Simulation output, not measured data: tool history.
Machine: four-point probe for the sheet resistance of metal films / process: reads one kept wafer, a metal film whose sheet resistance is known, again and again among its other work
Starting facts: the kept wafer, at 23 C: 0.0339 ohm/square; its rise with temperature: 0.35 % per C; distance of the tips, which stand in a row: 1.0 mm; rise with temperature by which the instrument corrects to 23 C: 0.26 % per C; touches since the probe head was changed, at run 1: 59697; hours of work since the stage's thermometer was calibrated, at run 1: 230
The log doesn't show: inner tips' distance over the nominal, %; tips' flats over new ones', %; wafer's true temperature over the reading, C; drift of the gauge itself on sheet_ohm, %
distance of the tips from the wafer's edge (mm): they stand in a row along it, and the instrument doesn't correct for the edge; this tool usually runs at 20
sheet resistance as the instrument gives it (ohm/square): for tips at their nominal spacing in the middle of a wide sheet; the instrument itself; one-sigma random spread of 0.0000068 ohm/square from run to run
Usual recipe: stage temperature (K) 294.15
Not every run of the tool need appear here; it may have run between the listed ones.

| run | hour | stage temperature (K) | distance of the tips from the wafer's edge (mm) | touches since the probe head was changed | hours of work since the stage's thermometer was calibrated | sheet resistance as the instrument gives it (ohm/square) |
|---|---|---|---|---|---|---|
| 1 | 0.0 | 294.15 | 20 | 59697 | 230 | 0.033716 |
| 2 | 27.9 | 294.15 | 20 | 60161 | 242 | 0.033720 |
| 3 | 50.5 | 294.15 | 8 | 60537 | 252 | 0.033956 |
| 4 | 75.6 | 294.15 | 20 | 60955 | 262 | 0.033710 |
| 5 | 110.0 | 294.15 | 20 | 61528 | 277 | 0.033723 |
| 6 | 129.0 | 297.15 | 20 | 61845 | 285 | 0.033797 |
| 7 | 151.0 | 297.15 | 20 | 62211 | 295 | 0.033799 |
| 8 | 182.8 | 292.15 | 20 | 62740 | 308 | 0.033666 |
| 9 | 201.2 | 292.15 | 6 | 63046 | 316 | 0.034104 |
|  | 214.8 | new probe head fitted |
| 10 | 228.8 | 302.15 | 57 | 234 | 328 | 0.034231 |
| 11 | 247.1 | 298.15 | 8 | 539 | 335 | 0.034387 |
| 12 | 271.8 | 298.15 | 8 | 950 | 346 | 0.034402 |
| 13 | 300.2 | 298.15 | 4 | 1422 | 358 | 0.035218 |
|  | 303.2 | stage's thermometer calibrated |
| 14 | 332.0 | 300.15 | 40 | 1943 | 12 | 0.034169 |
| 15 | 360.2 | 300.15 | 40 | 2412 | 24 | 0.034167 |
| 16 | 392.0 | 301.15 | 16 | 2941 | 38 | 0.034255 |
| 17 | 424.5 | 301.15 | 16 | 3483 | 52 | 0.034262 |
|  | 442.3 | stage's thermometer calibrated, once more |
| 18 | 453.6 | 300.15 | 66 | 3958 | 5 | 0.034169 |

Table of differences, measured result less the result of that run with no hidden state. Run-to-run variation is the same in both. Gauge scatter possibly is not:
| run | sheet resistance as the instrument gives it (ohm/square) |
|---|---|
| 1 | -0.000165 |
| 2 | -0.000168 |
| 3 | -0.000169 |
| 4 | -0.000170 |
| 5 | -0.000172 |
| 6 | -0.000173 |
| 7 | -0.000174 |
| 8 | -0.000176 |
| 9 | -0.000179 |
| 10 | +0.000156 |
| 11 | +0.000155 |
| 12 | +0.000154 |
| 13 | +0.000156 |
| 14 | +0.000149 |
| 15 | +0.000148 |
| 16 | +0.000146 |
| 17 | +0.000145 |
| 18 | +0.000151 |

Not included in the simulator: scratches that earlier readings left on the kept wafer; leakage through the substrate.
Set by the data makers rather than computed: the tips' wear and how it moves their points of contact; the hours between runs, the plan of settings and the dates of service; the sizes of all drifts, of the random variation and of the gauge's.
